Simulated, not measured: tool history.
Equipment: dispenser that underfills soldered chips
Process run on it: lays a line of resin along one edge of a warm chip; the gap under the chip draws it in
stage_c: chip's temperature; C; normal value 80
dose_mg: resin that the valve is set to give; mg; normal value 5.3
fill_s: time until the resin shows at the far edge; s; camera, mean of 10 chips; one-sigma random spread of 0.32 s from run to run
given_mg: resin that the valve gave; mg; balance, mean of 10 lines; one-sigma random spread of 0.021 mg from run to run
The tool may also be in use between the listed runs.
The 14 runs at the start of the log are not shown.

run   hour  stage_c  dose_mg  fill_s  given_mg
        85  -- new syringe of resin
 15   85.1       80      5.3      11      5.14
 16   91.6       80      5.3    14.9       5.2
 17     95       93      5.3      10      5.14
 18     99       93      5.3    12.1      5.12
     100.5  -- new syringe of resin
 19  106.5       68     5.03    23.2      4.87
 20  111.1       89      5.3    12.3      5.13
     114.1  -- dispensing valve cleaned and set on the balance
     117.4  -- new syringe of resin
 21  118.7       92     5.03     7.4      5.04
 22  126.4       74     6.43    20.4      6.45
     132.8  -- new syringe of resin
 23  134.1       67     6.74    18.8      6.72
 24  140.4       95     6.76     7.8      6.71
 25  146.5       95     6.76    10.7      6.72
     148.9  -- new syringe of resin
 26  153.1       95     6.76     7.3      6.69
 27  158.8       95     6.76     9.3      6.66
     164.7  -- new syringe of resin
 28  164.7       77     6.32    11.8      6.22
 29  171.3       67     5.35    24.7      5.27
 30  178.9       82     5.74    18.1      5.65
     180.4  -- new syringe of resin
 31  185.4       82     6.53    12.6      6.38
 32  192.8       87     4.89    14.5      4.78
     195.9  -- new syringe of resin
 33  196.6       87     4.89       9      4.76
 34  200.6       87     4.89    10.7      4.75
 35  208.1       80     6.59      18      6.34
     211.6  -- new syringe of resin
 36  212.2       80     6.59    11.1       6.4

4 ways to go on from here, each from the tool as it stands after run 36. What would each give?
  A  218.8       86     6.23       ?         ?
  B  218.8       88     5.54       ?         ?
  C  218.8       66     5.89       ?         ?
  D  218.8       75     6.59       ?         ?

run  fill_s  given_mg
  A    11.8      6.01
  B    10.6      5.35
  C    26.6      5.67
  D    17.9      6.39
With no hidden state in the tool, these same runs would have given:
run  fill_s  given_mg
  A     8.5      6.22
  B     7.5      5.54
  C    19.1      5.86
  D    12.9      6.61

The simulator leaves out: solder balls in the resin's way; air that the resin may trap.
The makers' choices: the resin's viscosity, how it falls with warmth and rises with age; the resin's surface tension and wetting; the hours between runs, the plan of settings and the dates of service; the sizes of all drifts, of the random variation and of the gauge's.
